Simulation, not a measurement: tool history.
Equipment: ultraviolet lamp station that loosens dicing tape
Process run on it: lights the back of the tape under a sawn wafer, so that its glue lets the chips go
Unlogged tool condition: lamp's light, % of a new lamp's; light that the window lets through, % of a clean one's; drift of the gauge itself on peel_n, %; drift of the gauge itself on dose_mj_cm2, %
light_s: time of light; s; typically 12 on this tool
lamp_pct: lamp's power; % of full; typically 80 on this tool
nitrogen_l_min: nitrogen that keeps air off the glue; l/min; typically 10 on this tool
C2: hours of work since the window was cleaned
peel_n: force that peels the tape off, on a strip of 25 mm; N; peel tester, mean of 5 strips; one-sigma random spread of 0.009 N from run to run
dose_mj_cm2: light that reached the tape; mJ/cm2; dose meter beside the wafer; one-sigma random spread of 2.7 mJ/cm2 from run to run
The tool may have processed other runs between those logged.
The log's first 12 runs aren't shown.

run 13 hour=248.5 | light_s=11 lamp_pct=80 nitrogen_l_min=10 | hours_of_work_of_the_lamp=817 C2=354 | peel_n=0.558 dose_mj_cm2=280
run 14 hour=276.9 | light_s=11 lamp_pct=80 nitrogen_l_min=10 | hours_of_work_of_the_lamp=835 C2=372 | peel_n=0.562 dose_mj_cm2=277
run 15 hour=292.5 | light_s=11 lamp_pct=80 nitrogen_l_min=10 | hours_of_work_of_the_lamp=845 C2=382 | peel_n=0.570 dose_mj_cm2=275
run 16 hour=305.1 | light_s=12 lamp_pct=80 nitrogen_l_min=10 | hours_of_work_of_the_lamp=853 C2=390 | peel_n=0.511 dose_mj_cm2=301
run 17 hour=333.5 | light_s=12 lamp_pct=80 nitrogen_l_min=5 | hours_of_work_of_the_lamp=871 C2=408 | peel_n=0.746 dose_mj_cm2=297
run 18 hour=348.6 | light_s=15 lamp_pct=80 nitrogen_l_min=17 | hours_of_work_of_the_lamp=881 C2=418 | peel_n=0.295 dose_mj_cm2=372
run 19 hour=366.1 | light_s=8 lamp_pct=70 nitrogen_l_min=6 | hours_of_work_of_the_lamp=892 C2=429 | peel_n=1.299 dose_mj_cm2=171
run 20 hour=394.4 | light_s=8 lamp_pct=70 nitrogen_l_min=6 | hours_of_work_of_the_lamp=910 C2=447 | peel_n=1.307 dose_mj_cm2=165
run 21 hour=409.3 | light_s=8 lamp_pct=70 nitrogen_l_min=6 | hours_of_work_of_the_lamp=920 C2=457 | peel_n=1.278 dose_mj_cm2=171
-- hour=412.2 window cleaned of glue's vapour
run 22 hour=437.6 | light_s=8 lamp_pct=70 nitrogen_l_min=6 | hours_of_work_of_the_lamp=937 C2=16 | peel_n=1.368 dose_mj_cm2=157
run 23 hour=458.3 | light_s=10 lamp_pct=80 nitrogen_l_min=10 | hours_of_work_of_the_lamp=951 C2=30 | peel_n=0.746 dose_mj_cm2=220
run 24 hour=481.6 | light_s=10 lamp_pct=75 nitrogen_l_min=8 | hours_of_work_of_the_lamp=966 C2=44 | peel_n=0.907 dose_mj_cm2=210
run 25 hour=510.9 | light_s=22 lamp_pct=67 nitrogen_l_min=3 | hours_of_work_of_the_lamp=984 C2=63 | peel_n=0.671 dose_mj_cm2=401

What will run 26 give?
-- hour=524.2 window cleaned of glue's vapour, once more
run 26 hour=540.6 | light_s=22 lamp_pct=67 nitrogen_l_min=3 | hours_of_work_of_the_lamp=1003 C2=11 | peel_n=? dose_mj_cm2=?

Run 26 produced peel_n 0.517 N, dose_mj_cm2 492 mJ/cm2.
Take away the tool's hidden state, keep the run-to-run variation as it was, and the same run would have given peel_n 0.421 N, dose_mj_cm2 571 mJ/cm2.

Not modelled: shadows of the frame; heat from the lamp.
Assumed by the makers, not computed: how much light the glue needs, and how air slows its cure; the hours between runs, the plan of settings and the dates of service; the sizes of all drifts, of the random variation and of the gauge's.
